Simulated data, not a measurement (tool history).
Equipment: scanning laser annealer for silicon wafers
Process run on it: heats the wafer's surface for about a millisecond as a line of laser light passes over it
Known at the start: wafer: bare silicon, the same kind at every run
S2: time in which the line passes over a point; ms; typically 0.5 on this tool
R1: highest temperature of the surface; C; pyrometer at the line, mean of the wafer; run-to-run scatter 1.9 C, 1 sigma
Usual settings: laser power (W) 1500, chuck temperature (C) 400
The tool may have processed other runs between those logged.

Run 1, hour 0: usual settings. Result: R1 1138 C.
Run 2, hour 16.3: usual settings but S2 0.59 ms. Result: R1 1205 C.
At hour 21.6: window over the wafer cleaned.
Run 3, hour 47.4: usual settings but S2 0.59 ms. Result: R1 1228 C.
Run 4, hour 74.8: usual settings but S2 0.59 ms, chuck temperature (C) 385. Result: R1 1216 C.
Run 5, hour 110.2: usual settings. Result: R1 1154 C.
Run 6, hour 127.5: usual settings. Result: R1 1151 C.
Run 7, hour 162.7: usual settings. Result: R1 1155 C.
Run 8, hour 192.5: usual settings. Result: R1 1154 C.
Run 9, hour 214.1: usual settings. Result: R1 1153 C.
Run 10, hour 232: usual settings. Result: R1 1148 C.
Run 11, hour 262.9: usual settings. Result: R1 1151 C.
Run 12, hour 296.1: usual settings. Result: R1 1148 C.
Run 13, hour 332.4: usual settings. Result: R1 1150 C.
Run 14, hour 367.1: usual settings. Result: R1 1148 C.
Run 15, hour 403.7: usual settings. Result: R1 1146 C.
Run 16, hour 439.4: usual settings. Result: R1 1144 C.
Run 17, hour 463.2: usual settings but laser power (W) 1455. Result: R1 1121 C.
Run 18, hour 489.6: usual settings but laser power (W) 1455. Result: R1 1123 C.
Run 19, hour 509.4: usual settings but laser power (W) 1455. Result: R1 1119 C.
Run 20, hour 544.3: usual settings but laser power (W) 1455. Result: R1 1120 C.
Run 21, hour 561.6: usual settings but laser power (W) 1614, S2 0.479 ms, chuck temperature (C) 422. Result: R1 1201 C.
Run 22, hour 579.8: usual settings but laser power (W) 1614, S2 0.491 ms, chuck temperature (C) 419. Result: R1 1210 C.
Run 23, hour 599.9: usual settings but laser power (W) 1597, S2 0.496 ms, chuck temperature (C) 388. Result: R1 1175 C.
Run 24, hour 634.1: usual settings but laser power (W) 1597, S2 0.496 ms, chuck temperature (C) 388. Result: R1 1176 C.
Run 25, hour 662.9: usual settings but S2 0.526 ms, chuck temperature (C) 361. Result: R1 1124 C.
Run 26, hour 694.9: usual settings but chuck temperature (C) 432. Result: R1 1171 C.
Run 27, hour 717.4: usual settings but laser power (W) 1621, S2 0.369 ms, chuck temperature (C) 398. Result: R1 1075 C.

Run 28 is up next; what results do you expect?
Run 28, hour 740.5: usual settings but laser power (W) 1621, S2 0.369 ms, chuck temperature (C) 398. Result: R1 ?.

For run 28 the tool returned R1 1073 C.
Minus the tool's unlogged condition, the same run would have read R1 1093 C.
